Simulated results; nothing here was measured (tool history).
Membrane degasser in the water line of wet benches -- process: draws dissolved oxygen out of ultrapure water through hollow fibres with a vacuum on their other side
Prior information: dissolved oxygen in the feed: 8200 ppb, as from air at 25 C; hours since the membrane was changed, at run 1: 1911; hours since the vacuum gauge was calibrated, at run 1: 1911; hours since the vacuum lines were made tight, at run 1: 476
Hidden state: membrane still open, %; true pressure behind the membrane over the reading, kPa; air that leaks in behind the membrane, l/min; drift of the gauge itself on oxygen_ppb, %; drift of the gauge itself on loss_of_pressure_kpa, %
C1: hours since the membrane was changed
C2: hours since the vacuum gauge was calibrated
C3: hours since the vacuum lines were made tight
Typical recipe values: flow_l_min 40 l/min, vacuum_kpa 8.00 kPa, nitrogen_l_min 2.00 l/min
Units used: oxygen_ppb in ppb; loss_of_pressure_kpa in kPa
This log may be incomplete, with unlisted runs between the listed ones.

Run 1, hour 0.0: usual settings; C1 1911; C2 1911; C3 476. Result: oxygen_ppb 314.1 ppb, loss_of_pressure_kpa 35.15 kPa.
Run 2, hour 70.1: usual settings; C1 1981; C2 1981; C3 546. Result: oxygen_ppb 315.0 ppb, loss_of_pressure_kpa 35.43 kPa.
Run 3, hour 124.2: usual settings but nitrogen_l_min 2.10 l/min; C1 2036; C2 2036; C3 600. Result: oxygen_ppb 307.3 ppb, loss_of_pressure_kpa 35.21 kPa.
Run 4, hour 207.4: usual settings but nitrogen_l_min 2.10 l/min; C1 2119; C2 2119; C3 683. Result: oxygen_ppb 300.3 ppb, loss_of_pressure_kpa 35.28 kPa.
Run 5, hour 298.3: usual settings but nitrogen_l_min 2.10 l/min; C1 2210; C2 2210; C3 774. Result: oxygen_ppb 303.8 ppb, loss_of_pressure_kpa 35.59 kPa.
Run 6, hour 385.5: usual settings but nitrogen_l_min 2.10 l/min; C1 2297; C2 2297; C3 862. Result: oxygen_ppb 303.4 ppb, loss_of_pressure_kpa 35.34 kPa.
Run 7, hour 478.8: usual settings but vacuum_kpa 8.81 kPa, nitrogen_l_min 2.10 l/min; C1 2390; C2 2390; C3 955. Result: oxygen_ppb 339.1 ppb, loss_of_pressure_kpa 35.19 kPa.
At hour 485.5: vacuum gauge calibrated.
Run 8, hour 576.8: usual settings but nitrogen_l_min 0.87 l/min; C1 2488; C2 91; C3 1052. Result: oxygen_ppb 514.7 ppb, loss_of_pressure_kpa 35.36 kPa.
Run 9, hour 673.9: usual settings but nitrogen_l_min 0.87 l/min; C1 2585; C2 188; C3 1149. Result: oxygen_ppb 513.8 ppb, loss_of_pressure_kpa 35.62 kPa.
At hour 693.4: vacuum gauge calibrated, once more.
Run 10, hour 782.4: usual settings but flow_l_min 63 l/min, nitrogen_l_min 0.87 l/min; C1 2693; C2 89; C3 1257. Result: oxygen_ppb 756.4 ppb, loss_of_pressure_kpa 55.77 kPa.
Run 11, hour 894.5: usual settings but flow_l_min 26 l/min, vacuum_kpa 13.12 kPa, nitrogen_l_min 1.62 l/min; C1 2805; C2 201; C3 1370. Result: oxygen_ppb 398.4 ppb, loss_of_pressure_kpa 23.21 kPa.
Run 12, hour 967.2: usual settings but flow_l_min 26 l/min, vacuum_kpa 13.12 kPa, nitrogen_l_min 1.62 l/min; C1 2878; C2 274; C3 1442. Result: oxygen_ppb 405.5 ppb, loss_of_pressure_kpa 22.81 kPa.
Run 13, hour 1034.1: usual settings but flow_l_min 30 l/min, vacuum_kpa 13.12 kPa, nitrogen_l_min 1.62 l/min; C1 2944; C2 341; C3 1509. Result: oxygen_ppb 462.1 ppb, loss_of_pressure_kpa 26.67 kPa.
Run 14, hour 1117.1: usual settings but vacuum_kpa 18.20 kPa; C1 3027; C2 424; C3 1592. Result: oxygen_ppb 723.4 ppb, loss_of_pressure_kpa 35.31 kPa.
Run 15, hour 1219.8: usual settings but nitrogen_l_min 1.70 l/min; C1 3130; C2 526; C3 1695. Result: oxygen_ppb 348.9 ppb, loss_of_pressure_kpa 35.56 kPa.
Run 16, hour 1319.5: usual settings but nitrogen_l_min 1.70 l/min; C1 3230; C2 626; C3 1795. Result: oxygen_ppb 351.1 ppb, loss_of_pressure_kpa 35.74 kPa.
Run 17, hour 1368.0: usual settings but nitrogen_l_min 1.70 l/min; C1 3278; C2 675; C3 1843. Result: oxygen_ppb 344.1 ppb, loss_of_pressure_kpa 35.89 kPa.
Run 18, hour 1441.8: usual settings but nitrogen_l_min 1.70 l/min; C1 3352; C2 748; C3 1917. Result: oxygen_ppb 348.6 ppb, loss_of_pressure_kpa 35.68 kPa.
Run 19, hour 1546.6: usual settings but nitrogen_l_min 1.70 l/min; C1 3457; C2 853; C3 2022. Result: oxygen_ppb 347.4 ppb, loss_of_pressure_kpa 35.43 kPa.
Run 20, hour 1615.1: usual settings but flow_l_min 38 l/min, vacuum_kpa 8.55 kPa, nitrogen_l_min 2.72 l/min; C1 3525; C2 922; C3 2090. Result: oxygen_ppb 270.3 ppb, loss_of_pressure_kpa 33.86 kPa.

Had the tool no unlogged condition, and each run kept its random variation, what would the results have been?
run  oxygen_ppb  loss_of_pressure_kpa
  1       310.6                 34.89
  2       311.3                 35.16
  3       303.4                 34.93
  4       296.4                 34.99
  5       299.6                 35.29
  6       299.0                 35.03
  7       334.4                 34.87
  8       509.0                 35.02
  9       507.7                 35.27
 10       745.5                 55.20
 11       394.4                 22.96
 12       401.2                 22.55
 13       457.1                 26.37
 14       717.0                 34.90
 15       341.4                 35.13
 16       343.3                 35.30
 17       336.3                 35.44
 18       340.6                 35.23
 19       339.1                 34.95
 20       262.9                 33.41
